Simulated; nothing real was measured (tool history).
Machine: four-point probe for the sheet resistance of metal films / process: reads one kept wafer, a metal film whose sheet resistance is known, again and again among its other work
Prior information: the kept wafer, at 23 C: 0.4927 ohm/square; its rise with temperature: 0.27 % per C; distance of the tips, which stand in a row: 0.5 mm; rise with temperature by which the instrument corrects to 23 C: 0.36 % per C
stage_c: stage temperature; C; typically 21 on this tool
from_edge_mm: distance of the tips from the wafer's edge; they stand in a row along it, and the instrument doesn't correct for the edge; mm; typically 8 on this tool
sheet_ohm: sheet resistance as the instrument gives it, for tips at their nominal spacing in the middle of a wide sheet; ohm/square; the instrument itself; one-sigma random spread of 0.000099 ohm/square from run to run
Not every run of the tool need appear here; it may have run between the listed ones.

run 1 hour=0.0 | stage_c=21 from_edge_mm=8 | sheet_ohm=0.499585
run 2 hour=25.2 | stage_c=21 from_edge_mm=8 | sheet_ohm=0.499833
run 3 hour=45.0 | stage_c=21 from_edge_mm=8 | sheet_ohm=0.499623
run 4 hour=71.2 | stage_c=21 from_edge_mm=8 | sheet_ohm=0.499794
run 5 hour=94.6 | stage_c=21 from_edge_mm=8 | sheet_ohm=0.499748
run 6 hour=110.5 | stage_c=21 from_edge_mm=8 | sheet_ohm=0.499881
run 7 hour=128.2 | stage_c=21 from_edge_mm=70 | sheet_ohm=0.498820

Run 8 is up next; what results do you expect?
run 8 hour=160.8 | stage_c=21 from_edge_mm=70 | sheet_ohm=?

sheet_ohm: 0.498956 ohm/square
Take away the tool's hidden state, keep the run-to-run variation as it was, and the same run would have given sheet_ohm 0.493601 ohm/square.
